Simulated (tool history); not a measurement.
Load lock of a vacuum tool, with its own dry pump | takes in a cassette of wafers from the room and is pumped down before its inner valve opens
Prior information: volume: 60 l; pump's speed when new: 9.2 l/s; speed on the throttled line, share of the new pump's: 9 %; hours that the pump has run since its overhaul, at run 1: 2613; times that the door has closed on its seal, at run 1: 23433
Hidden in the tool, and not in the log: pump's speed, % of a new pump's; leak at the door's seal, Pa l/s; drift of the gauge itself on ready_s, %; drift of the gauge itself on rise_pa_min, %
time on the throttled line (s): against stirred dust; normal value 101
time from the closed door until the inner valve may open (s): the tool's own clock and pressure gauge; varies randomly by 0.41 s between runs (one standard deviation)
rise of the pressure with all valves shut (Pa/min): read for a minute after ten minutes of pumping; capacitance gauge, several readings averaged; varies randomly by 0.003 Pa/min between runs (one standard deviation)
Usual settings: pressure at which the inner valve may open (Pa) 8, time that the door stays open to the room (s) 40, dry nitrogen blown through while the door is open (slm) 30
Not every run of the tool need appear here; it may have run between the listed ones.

run	hour	time on the throttled line (s)	pressure at which the inner valve may open (Pa)	time that the door stays open to the room (s)	dry nitrogen blown through while the door is open (slm)	hours that the pump has run since its overhaul	times that the door has closed on its seal	incoming humidity of the room's air, %	time from the closed door until the inner valve may open (s)	rise of the pressure with all valves shut (Pa/min)
1	0	101	8	40	30	2613	23433	44.8	156	0.073
2	144.6	101	8	40	11	2758	23798	42.8	155.9	0.081
3	278.3	101	8	40	11	2892	24135	44.6	155.8	0.083
4	403	101	8	40	11	3016	24449	45.4	156.9	0.083
5	533.5	101	6	40	11	3147	24778	48.3	157.9	0.088
6	648.2	101	6	40	11	3261	25067	47	158.2	0.087
7	849.8	101	6	40	11	3463	25576	44.7	158.5	0.086
8	1047.5	101	8	40	30	3661	26074	41.9	156.5	0.082
9	1242.1	101	8	40	30	3855	26564	45.6	156.9	0.085
10	1342.2	101	8	40	30	3955	26817	43.6	156.8	0.086
11	1462.2	101	8	40	30	4075	27119	44.5	157.2	0.089
12	1570.4	101	8	40	30	4184	27392	46.9	157.2	0.097
13	1695.8	101	8	40	30	4309	27708	45.1	156.2	0.087
14	1851	101	11	40	30	4464	28099	48.8	154.5	0.095
15	2036.5	101	6	40	30	4650	28567	47.3	159.5	0.094
16	2185.4	101	6	40	10	4799	28942	45.3	159.5	0.101
17	2284.5	101	13	40	30	4898	29192	50.5	153.5	0.102
18	2385.5	101	13	40	30	4999	29447	45	154.1	0.102
19	2565.5	101	13	40	30	5179	29900	42.7	153.2	0.105
20	2693.5	63	7	59	40	5307	30223	46.1	123.7	0.109
21	2800.6	63	7	59	40	5414	30493	45	123.8	0.106
22	2960.7	63	7	59	40	5574	30897	46.9	123.4	0.111
23	3144	101	8	29	6	5757	31358	45.7	157.7	0.126
24	3306.1	76	15	36	13	5919	31767	46	130.5	0.124
25	3453.4	101	10	74	37	6067	32138	41.7	157.4	0.115
26	3575.6	101	12	40	9	6189	32447	45.6	155.1	0.128
27	3704	107	8	40	11	6317	32770	43.9	163.4	0.132
28	3807.1	82	8	46	7	6420	33030	44.5	140.3	0.134
29	3979.6	168	8	46	42	6593	33465	42.3	219.2	0.123
30	4062.9	168	8	46	11	6676	33675	45.1	218.6	0.133
31	4145.2	78	8	40	30	6758	33882	45.3	137.6	0.131
32	4339.5	101	7	40	34	6953	34372	42.2	159.2	0.129
33	4487	101	6	160	34	7100	34744	42.8	160.3	0.137
34	4609	180	6	160	34	7222	35051	46.5	231.5	0.141
35	4797.5	201	13	51	9	7411	35527	42.4	244.8	0.143
36	4891.4	133	13	59	9	7505	35763	46.6	183.1	0.153
# hour 4930.2: door's seal changed, seat wiped
37	4981.4	101	8	90	9	7593	129	43	158.4	0.024

For each entry between runs, how does the tool's hidden state at the last listed run before it compare with that at the first listed run after it?
Logged between run 36 and run 37: door's seal changed, seat wiped (hour 4930.2)
  pump's speed, % of a new pump's: 93.1 -> 93; leak at the door's seal, Pa l/s: 0.1264 -> 0.0024
  measured value less the no-hidden-state value, time from the closed door until the inner valve may open (s): +3.5 -> +4.1; rise of the pressure with all valves shut (Pa/min): +0.126 -> +0
